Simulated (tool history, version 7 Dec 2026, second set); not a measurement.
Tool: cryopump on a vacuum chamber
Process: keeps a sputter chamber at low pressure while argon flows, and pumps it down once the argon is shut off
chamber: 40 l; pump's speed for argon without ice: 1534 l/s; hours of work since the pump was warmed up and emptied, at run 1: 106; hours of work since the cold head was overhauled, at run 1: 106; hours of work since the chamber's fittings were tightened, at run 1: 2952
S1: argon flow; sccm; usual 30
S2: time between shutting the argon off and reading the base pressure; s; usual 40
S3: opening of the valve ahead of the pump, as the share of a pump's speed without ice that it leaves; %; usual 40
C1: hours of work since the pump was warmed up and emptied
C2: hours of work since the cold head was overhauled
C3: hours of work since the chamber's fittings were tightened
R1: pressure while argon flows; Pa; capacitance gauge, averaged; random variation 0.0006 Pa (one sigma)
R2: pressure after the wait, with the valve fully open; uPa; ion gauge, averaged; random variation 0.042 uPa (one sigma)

Run 1, hour 0.0: usual settings; C1 106; C2 106; C3 2952. Result: R1 0.0845 Pa, R2 3.69 uPa.
Run 2, hour 24.6: usual settings but S1 23 sccm; C1 124; C2 124; C3 2970. Result: R1 0.0641 Pa, R2 3.64 uPa.
Run 3, hour 48.3: usual settings; C1 142; C2 142; C3 2988. Result: R1 0.0846 Pa, R2 3.72 uPa.
Run 4, hour 75.2: usual settings; C1 162; C2 162; C3 3008. Result: R1 0.0833 Pa, R2 3.73 uPa.
Run 5, hour 115.7: usual settings but S3 39 %; C1 192; C2 192; C3 3038. Result: R1 0.0864 Pa, R2 3.77 uPa.
Run 6, hour 150.1: usual settings but S3 39 %; C1 217; C2 217; C3 3063. Result: R1 0.0869 Pa, R2 3.79 uPa.
Run 7, hour 186.5: usual settings but S3 39 %; C1 244; C2 244; C3 3090. Result: R1 0.0870 Pa, R2 3.79 uPa.
Run 8, hour 205.2: usual settings; C1 258; C2 258; C3 3104. Result: R1 0.0856 Pa, R2 3.79 uPa.
Run 9, hour 248.1: usual settings but S3 49 %; C1 290; C2 290; C3 3136. Result: R1 0.0699 Pa, R2 3.82 uPa.
Run 10, hour 276.2: usual settings but S3 49 %; C1 311; C2 311; C3 3157. Result: R1 0.0699 Pa, R2 3.71 uPa.
Run 11, hour 311.9: usual settings but S3 32 %; C1 337; C2 337; C3 3183. Result: R1 0.1059 Pa, R2 3.90 uPa.
Run 12, hour 346.3: usual settings but S3 32 %; C1 363; C2 363; C3 3209. Result: R1 0.1054 Pa, R2 3.78 uPa.
Run 13, hour 388.4: usual settings but S3 32 %; C1 394; C2 394; C3 3240. Result: R1 0.1075 Pa, R2 3.90 uPa.
Run 14, hour 425.4: usual settings but S1 24 sccm, S3 32 %; C1 421; C2 421; C3 3267. Result: R1 0.0854 Pa, R2 3.83 uPa.
Run 15, hour 444.2: usual settings but S1 24 sccm, S3 32 %; C1 435; C2 435; C3 3281. Result: R1 0.0870 Pa, R2 3.93 uPa.
At hour 467.7: leaking fittings of the chamber tightened, without venting.
Run 16, hour 487.5: usual settings but S1 24 sccm, S3 32 %; C1 466; C2 466; C3 15. Result: R1 0.0845 Pa, R2 2.44 uPa.
Run 17, hour 513.6: usual settings; C1 485; C2 485; C3 34. Result: R1 0.0869 Pa, R2 2.53 uPa.
Run 18, hour 538.4: usual settings but S1 18 sccm, S2 29 s, S3 42 %; C1 503; C2 503; C3 52. Result: R1 0.0504 Pa, R2 3.41 uPa.
Run 19, hour 564.3: usual settings but S1 37 sccm, S3 20 %; C1 523; C2 523; C3 72. Result: R1 0.2082 Pa, R2 2.61 uPa.
Run 20, hour 602.6: usual settings but S1 37 sccm, S3 20 %; C1 551; C2 551; C3 100. Result: R1 0.2110 Pa, R2 2.58 uPa.
Run 21, hour 622.5: usual settings but S1 49 sccm, S2 26 s; C1 566; C2 566; C3 115. Result: R1 0.1422 Pa, R2 3.89 uPa.
Run 22, hour 662.6: usual settings but S1 15 sccm, S2 43 s, S3 57 %; C1 595; C2 595; C3 144. Result: R1 0.0303 Pa, R2 2.50 uPa.
Run 23, hour 704.3: usual settings but S1 15 sccm, S2 43 s, S3 18 %; C1 626; C2 626; C3 175. Result: R1 0.0947 Pa, R2 2.37 uPa.
Run 24, hour 727.6: usual settings but S2 193 s, S3 26 %; C1 643; C2 643; C3 192. Result: R1 0.1333 Pa, R2 0.80 uPa.
Run 25, hour 758.2: usual settings but S2 42 s; C1 666; C2 666; C3 215. Result: R1 0.0886 Pa, R2 2.49 uPa.
Run 26, hour 799.1: usual settings but S1 38 sccm, S3 50 %; C1 696; C2 696; C3 245. Result: R1 0.0906 Pa, R2 2.63 uPa.
Run 27, hour 821.4: usual settings but S1 40 sccm, S2 54 s, S3 50 %; C1 713; C2 713; C3 262. Result: R1 0.0957 Pa, R2 2.09 uPa.
Run 28, hour 858.8: usual settings but S2 193 s; C1 741; C2 741; C3 290. Result: R1 0.0891 Pa, R2 0.86 uPa.
Run 29, hour 902.5: usual settings but S1 19 sccm, S2 27 s; C1 773; C2 773; C3 322. Result: R1 0.0554 Pa, R2 3.78 uPa.
Run 30, hour 944.0: usual settings but S1 54 sccm, S2 45 s, S3 17 %; C1 804; C2 804; C3 353. Result: R1 0.3641 Pa, R2 2.43 uPa.
Run 31, hour 973.6: usual settings but S2 38 s; C1 826; C2 826; C3 375. Result: R1 0.0880 Pa, R2 2.84 uPa.
Run 32, hour 1009.2: usual settings but S2 38 s; C1 852; C2 852; C3 401. Result: R1 0.0889 Pa, R2 2.80 uPa.
Run 33, hour 1036.3: usual settings but S1 23 sccm, S2 29 s; C1 872; C2 872; C3 421. Result: R1 0.0681 Pa, R2 3.66 uPa.
Run 34, hour 1075.6: usual settings but S1 23 sccm, S2 29 s; C1 901; C2 901; C3 450. Result: R1 0.0680 Pa, R2 3.54 uPa.

4 ways to go on from here, each from the tool as it stands after run 34. What would each give?
Run A, hour 1097.8: usual settings but S1 18 sccm, S2 192 s; C1 917; C2 917; C3 467. Result: R1 ?, R2 ?.
Run B, hour 1097.8: usual settings but S1 23 sccm, S2 262 s; C1 917; C2 917; C3 467. Result: R1 ?, R2 ?.
Run C, hour 1097.8: usual settings but S1 22 sccm, S2 175 s, S3 19 %; C1 917; C2 917; C3 467. Result: R1 ?, R2 ?.
Run D, hour 1097.8: usual settings but S1 15 sccm, S2 59 s, S3 55 %; C1 917; C2 917; C3 467. Result: R1 ?, R2 ?.

run      R1    R2
  A  0.0552  0.98
  B  0.0676  0.84
  C  0.1321  0.95
  D  0.0325  2.01
Without the tool's hidden state the same runs would have given:
run      R1    R2
  A  0.0509  0.71
  B  0.0621  0.57
  C  0.1268  0.68
  D  0.0289  1.75

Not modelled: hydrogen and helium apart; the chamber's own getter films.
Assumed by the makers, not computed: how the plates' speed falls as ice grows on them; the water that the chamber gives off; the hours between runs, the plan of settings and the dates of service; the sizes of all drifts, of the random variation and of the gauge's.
